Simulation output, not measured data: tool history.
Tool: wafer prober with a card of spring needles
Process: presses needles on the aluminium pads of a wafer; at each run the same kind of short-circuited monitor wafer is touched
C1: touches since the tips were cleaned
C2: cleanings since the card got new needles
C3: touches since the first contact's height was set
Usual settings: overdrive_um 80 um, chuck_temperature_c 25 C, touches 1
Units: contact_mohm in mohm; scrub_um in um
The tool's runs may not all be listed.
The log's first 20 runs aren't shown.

run 21 hour=203.3 | overdrive_um=80 chuck_temperature_c=35 touches=2 | C1=3850 C2=34 C3=16292 | contact_mohm=260 scrub_um=14.46
-- hour=208.4 tips cleaned on abrasive film
run 22 hour=218.8 | overdrive_um=66 chuck_temperature_c=50 touches=1 | C1=3173 C2=35 C3=20996 | contact_mohm=285 scrub_um=11.87
-- hour=225.2 tips cleaned on abrasive film
-- hour=227.8 height of the first contact set anew, once more
run 23 hour=228.8 | overdrive_um=74 chuck_temperature_c=107 touches=2 | C1=985 C2=36 C3=310 | contact_mohm=258 scrub_um=13.77
run 24 hour=241.2 | overdrive_um=80 chuck_temperature_c=55 touches=1 | C1=4744 C2=36 C3=4069 | contact_mohm=279 scrub_um=14.91
-- hour=243.3 tips cleaned on abrasive film
run 25 hour=252.1 | overdrive_um=94 chuck_temperature_c=39 touches=3 | C1=2651 C2=37 C3=7353 | contact_mohm=237 scrub_um=17.49
-- hour=261.0 tips cleaned on abrasive film
run 26 hour=263.2 | overdrive_um=80 chuck_temperature_c=92 touches=2 | C1=651 C2=38 C3=10692 | contact_mohm=249 scrub_um=14.89
-- hour=277.9 tips cleaned on abrasive film
run 27 hour=279.0 | overdrive_um=80 chuck_temperature_c=79 touches=1 | C1=334 C2=39 C3=15468 | contact_mohm=246 scrub_um=14.84
run 28 hour=288.7 | overdrive_um=77 chuck_temperature_c=69 touches=1 | C1=3281 C2=39 C3=18415 | contact_mohm=277 scrub_um=14.29
-- hour=294.7 tips cleaned on abrasive film
run 29 hour=298.9 | overdrive_um=80 chuck_temperature_c=60 touches=1 | C1=1257 C2=40 C3=21480 | contact_mohm=253 scrub_um=14.86
run 30 hour=309.0 | overdrive_um=80 chuck_temperature_c=25 touches=3 | C1=4348 C2=40 C3=24571 | contact_mohm=240 scrub_um=14.86
-- hour=311.6 tips cleaned on abrasive film
run 31 hour=317.9 | overdrive_um=80 chuck_temperature_c=25 touches=3 | C1=1907 C2=41 C3=27234 | contact_mohm=236 scrub_um=14.84
-- hour=329.2 tips cleaned on abrasive film
run 32 hour=331.1 | overdrive_um=96 chuck_temperature_c=82 touches=1 | C1=571 C2=42 C3=31219 | contact_mohm=245 scrub_um=17.86
run 33 hour=344.9 | overdrive_um=71 chuck_temperature_c=79 touches=2 | C1=4744 C2=42 C3=35392 | contact_mohm=273 scrub_um=13.18
-- hour=346.3 tips cleaned on abrasive film
run 34 hour=359.5 | overdrive_um=80 chuck_temperature_c=37 touches=3 | C1=4013 C2=43 C3=39804 | contact_mohm=242 scrub_um=14.79

Forecast each of these 3 alternatives for the next run:
-- hour=363.6 tips cleaned on abrasive film
run A hour=368.0 | overdrive_um=62 chuck_temperature_c=74 touches=2 | C1=1332 C2=44 C3=42370 | contact_mohm=? scrub_um=?
-- hour=363.6 tips cleaned on abrasive film
run B hour=368.0 | overdrive_um=80 chuck_temperature_c=37 touches=2 | C1=1332 C2=44 C3=42370 | contact_mohm=? scrub_um=?
-- hour=363.6 tips cleaned on abrasive film
run C hour=368.0 | overdrive_um=80 chuck_temperature_c=37 touches=2 | C1=1332 C2=44 C3=42370 | contact_mohm=? scrub_um=?

run=A contact_mohm=263 scrub_um=11.45
run=B contact_mohm=248 scrub_um=14.79
run=C contact_mohm=246 scrub_um=14.79
Without the tool's hidden state the same runs would have given:
run=A contact_mohm=243 scrub_um=11.58
run=B contact_mohm=233 scrub_um=14.93
run=C contact_mohm=231 scrub_um=14.92
